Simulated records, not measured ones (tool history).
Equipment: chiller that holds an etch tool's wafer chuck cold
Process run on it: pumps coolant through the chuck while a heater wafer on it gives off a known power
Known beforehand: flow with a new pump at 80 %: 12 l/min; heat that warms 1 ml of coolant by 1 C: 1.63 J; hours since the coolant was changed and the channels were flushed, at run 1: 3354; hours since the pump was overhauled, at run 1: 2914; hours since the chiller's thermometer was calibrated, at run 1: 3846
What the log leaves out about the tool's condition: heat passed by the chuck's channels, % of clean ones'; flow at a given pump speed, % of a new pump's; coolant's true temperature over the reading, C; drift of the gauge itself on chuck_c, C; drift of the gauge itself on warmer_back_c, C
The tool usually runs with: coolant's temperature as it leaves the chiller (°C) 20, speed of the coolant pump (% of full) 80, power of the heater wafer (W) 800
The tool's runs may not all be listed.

run,hour,coolant's temperature as it leaves the chiller (°C),speed of the coolant pump (% of full),power of the heater wafer (W),hours since the coolant was changed and the channels were flushed,hours since the pump was overhauled,hours since the chiller's thermometer was calibrated,chuck's temperature once it has settled (°C),how much warmer the coolant comes back (C)
1,0,20,80,800,3354,2914,3846,25.4,2.45
2,78.1,20,80,800,3432,2992,3924,25.4,2.45
3,164.2,11,80,800,3518,3078,4010,16.4,2.45
4,253.4,11,80,800,3607,3167,4099,16.3,2.44
5,313.2,11,80,800,3667,3227,4159,16.6,2.43
6,383.8,11,80,800,3738,3298,4230,16.4,2.4
7,432.8,11,80,800,3787,3347,4279,16.5,2.44
8,499.3,11,80,800,3853,3413,4345,16.4,2.4
9,569.5,21,73,800,3923,3484,4415,26.9,2.68
10,636,21,73,800,3990,3550,4482,26.8,2.61
11,744.8,20,77,451,4099,3659,4591,23.1,1.39

Estimate the outcome of run 12 from the log above:
12,825.6,20,77,451,4180,3740,4671,?,?

{"run 12": {"chuck's temperature once it has settled (°C)": 23.3, "how much warmer the coolant comes back (C)": 1.33}}
The same run, on a tool lacking any hidden state, would have yielded chuck's temperature once it has settled (°C) 23.2, how much warmer the coolant comes back (C) 1.42.
